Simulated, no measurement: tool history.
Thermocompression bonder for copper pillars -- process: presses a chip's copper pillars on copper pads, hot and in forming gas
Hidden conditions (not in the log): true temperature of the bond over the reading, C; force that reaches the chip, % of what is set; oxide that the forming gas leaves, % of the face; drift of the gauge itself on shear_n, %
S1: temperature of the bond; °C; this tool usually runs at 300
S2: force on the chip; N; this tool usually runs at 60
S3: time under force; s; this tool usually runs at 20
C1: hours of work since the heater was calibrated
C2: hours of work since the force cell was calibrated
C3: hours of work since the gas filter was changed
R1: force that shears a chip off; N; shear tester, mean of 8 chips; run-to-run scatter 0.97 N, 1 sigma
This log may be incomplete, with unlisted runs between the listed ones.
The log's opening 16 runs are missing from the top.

run 17 hour=1083.8 | S1=300 S2=60 S3=18 | C1=435 C2=1202 C3=95 | R1=74.1
-- hour=1103.2 forming gas filter changed
run 18 hour=1134.7 | S1=300 S2=60 S3=18 | C1=475 C2=1242 C3=25 | R1=78.3
run 19 hour=1178.6 | S1=300 S2=60 S3=46 | C1=510 C2=1277 C3=60 | R1=93.3
-- hour=1242.3 forming gas filter changed
run 20 hour=1255.9 | S1=314 S2=62 S3=15 | C1=571 C2=1338 C3=11 | R1=87.7
run 21 hour=1333.9 | S1=314 S2=62 S3=15 | C1=634 C2=1400 C3=73 | R1=84.6
-- hour=1361.9 force cell calibrated
-- hour=1379.5 forming gas filter changed
run 22 hour=1421.4 | S1=272 S2=71 S3=15 | C1=702 C2=47 C3=33 | R1=62.1
-- hour=1448.1 heater calibrated with a thermocouple chip
run 23 hour=1509.6 | S1=300 S2=40 S3=23 | C1=49 C2=116 C3=102 | R1=62.3
-- hour=1524.1 forming gas filter changed
run 24 hour=1549.7 | S1=300 S2=40 S3=23 | C1=81 C2=147 C3=20 | R1=65.4
run 25 hour=1632.9 | S1=300 S2=47 S3=47 | C1=147 C2=214 C3=87 | R1=83.7
-- hour=1660.2 forming gas filter changed
run 26 hour=1701.1 | S1=310 S2=70 S3=11 | C1=201 C2=268 C3=33 | R1=84.1
run 27 hour=1782.0 | S1=273 S2=66 S3=11 | C1=266 C2=332 C3=97 | R1=47.1
-- hour=1795.9 forming gas filter changed
run 28 hour=1849.4 | S1=277 S2=60 S3=47 | C1=319 C2=386 C3=43 | R1=78.1

Run 29 is up next; what results do you expect?
run 29 hour=1919.7 | S1=300 S2=60 S3=48 | C1=375 C2=442 C3=99 | R1=?

{"run 29": {"R1": 91.7}}
With no hidden state in the tool, this same run would have given R1 99.5 N.

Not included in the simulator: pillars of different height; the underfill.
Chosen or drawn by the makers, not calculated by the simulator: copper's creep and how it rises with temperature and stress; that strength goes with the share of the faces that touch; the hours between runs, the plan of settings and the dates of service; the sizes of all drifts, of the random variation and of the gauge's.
